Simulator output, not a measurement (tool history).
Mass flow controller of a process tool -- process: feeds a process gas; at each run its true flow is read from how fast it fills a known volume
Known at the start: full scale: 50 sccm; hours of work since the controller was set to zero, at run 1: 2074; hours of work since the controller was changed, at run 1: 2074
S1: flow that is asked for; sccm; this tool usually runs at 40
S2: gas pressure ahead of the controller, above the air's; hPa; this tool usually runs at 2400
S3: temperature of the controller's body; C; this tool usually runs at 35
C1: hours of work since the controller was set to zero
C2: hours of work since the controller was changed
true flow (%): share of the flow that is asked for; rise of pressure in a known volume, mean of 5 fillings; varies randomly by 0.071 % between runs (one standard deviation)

{"run": 1, "hour": 0.0, "S1": 40, "S2": 2400, "S3": 35, "C1": 2074, "C2": 2074, "true flow (%)": 100.43}
{"run": 2, "hour": 243.2, "S1": 40, "S2": 2400, "S3": 35, "C1": 2252, "C2": 2252, "true flow (%)": 100.37}
{"run": 3, "hour": 499.7, "S1": 32, "S2": 2400, "S3": 35, "C1": 2439, "C2": 2439, "true flow (%)": 100.46}
{"run": 4, "hour": 742.4, "S1": 32, "S2": 2400, "S3": 28, "C1": 2616, "C2": 2616, "true flow (%)": 99.77}
{"run": 5, "hour": 926.7, "S1": 32, "S2": 2400, "S3": 28, "C1": 2750, "C2": 2750, "true flow (%)": 99.98}
{"run": 6, "hour": 1156.1, "S1": 40, "S2": 2250, "S3": 35, "C1": 2917, "C2": 2917, "true flow (%)": 100.57}
{"run": 7, "hour": 1306.1, "S1": 40, "S2": 2250, "S3": 35, "C1": 3027, "C2": 3027, "true flow (%)": 100.46}
{"run": 8, "hour": 1481.5, "S1": 40, "S2": 2250, "S3": 35, "C1": 3155, "C2": 3155, "true flow (%)": 100.48}
{"run": 9, "hour": 1698.3, "S1": 32, "S2": 1940, "S3": 35, "C1": 3313, "C2": 3313, "true flow (%)": 100.59}
{"run": 10, "hour": 1935.7, "S1": 7, "S2": 2400, "S3": 35, "C1": 3486, "C2": 3486, "true flow (%)": 100.04}
{"run": 11, "hour": 2208.1, "S1": 7, "S2": 2400, "S3": 35, "C1": 3685, "C2": 3685, "true flow (%)": 100.03}
{"run": 12, "hour": 2456.1, "S1": 40, "S2": 1660, "S3": 35, "C1": 3865, "C2": 3865, "true flow (%)": 100.74}
{"run": 13, "hour": 2688.5, "S1": 14, "S2": 2070, "S3": 40, "C1": 4035, "C2": 4035, "true flow (%)": 100.64}
{"run": 14, "hour": 2944.5, "S1": 14, "S2": 2070, "S3": 40, "C1": 4221, "C2": 4221, "true flow (%)": 100.84}
{"run": 15, "hour": 3058.5, "S1": 14, "S2": 1440, "S3": 35, "C1": 4305, "C2": 4305, "true flow (%)": 100.7}

3 ways to go on from here, each from the tool as it stands after run 15. What would each give?
{"run": "A", "hour": 3276.3, "S1": 10, "S2": 2590, "S3": 26, "C1": 4463, "C2": 4463, "true flow (%)": "?"}
{"run": "B", "hour": 3276.3, "S1": 40, "S2": 2150, "S3": 29, "C1": 4463, "C2": 4463, "true flow (%)": "?"}
{"run": "C", "hour": 3276.3, "S1": 40, "S2": 2400, "S3": 25, "C1": 4463, "C2": 4463, "true flow (%)": "?"}

run=A true_flow_(%)=99.4
run=B true_flow_(%)=100.13
run=C true_flow_(%)=99.84
What these runs would have given with no unlogged condition in the tool:
run=A true_flow_(%)=99.41
run=B true_flow_(%)=100.15
run=C true_flow_(%)=99.86
